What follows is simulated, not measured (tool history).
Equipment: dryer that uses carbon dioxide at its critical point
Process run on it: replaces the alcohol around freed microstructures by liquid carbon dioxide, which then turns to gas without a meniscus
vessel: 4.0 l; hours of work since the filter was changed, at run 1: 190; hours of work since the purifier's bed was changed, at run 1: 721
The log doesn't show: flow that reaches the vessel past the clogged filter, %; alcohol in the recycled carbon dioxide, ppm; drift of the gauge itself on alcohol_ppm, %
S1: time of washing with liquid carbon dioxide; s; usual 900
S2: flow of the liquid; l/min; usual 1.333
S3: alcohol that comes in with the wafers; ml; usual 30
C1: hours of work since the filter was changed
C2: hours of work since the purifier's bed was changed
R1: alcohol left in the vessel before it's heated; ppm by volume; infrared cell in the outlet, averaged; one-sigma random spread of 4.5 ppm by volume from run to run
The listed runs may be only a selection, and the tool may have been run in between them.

run,day,S1,S2,S3,C1,C2,R1
1,0,900,1.333,30,190,721,282
2,1.662,900,1.333,30,213,744,282
3,3.558,900,1.21,30,239,770,384
4,4.588,900,1.21,30,253,784,381
5,5.612,900,1.21,30,268,799,392
6,7.383,900,1.21,30,292,823,392
7,8.425,900,0.89,30,307,838,836
8,10.042,900,0.89,30,329,860,860
9,11.3,900,0.89,30,346,877,866
10,12.554,900,0.89,30,364,895,880
11,13.471,900,0.89,30,376,907,867
12,14.325,900,0.89,30,388,919,876
13,15.246,900,1.09,30,401,932,545
14,16.329,900,1.333,30,416,947,314
15,17.896,540,1.34,52,438,969,1839
# day 19.417: inlet filter changed
16,19.538,540,1.34,52,2,991,1611
17,20.454,540,1.72,80,14,1003,1343
18,21.571,540,1.72,37,30,1019,649
19,22.521,900,0.91,28,43,1032,715
20,23.829,900,0.91,28,61,1050,712

Run 21, settings as shown, results not yet in. Your forecast:
21,24.846,1260,1.38,28,75,1064,?

Run 21 yielded R1 83 ppm by volume.
With the hidden condition absent and the run-to-run variation left alone, this run would have shown R1 46 ppm by volume.
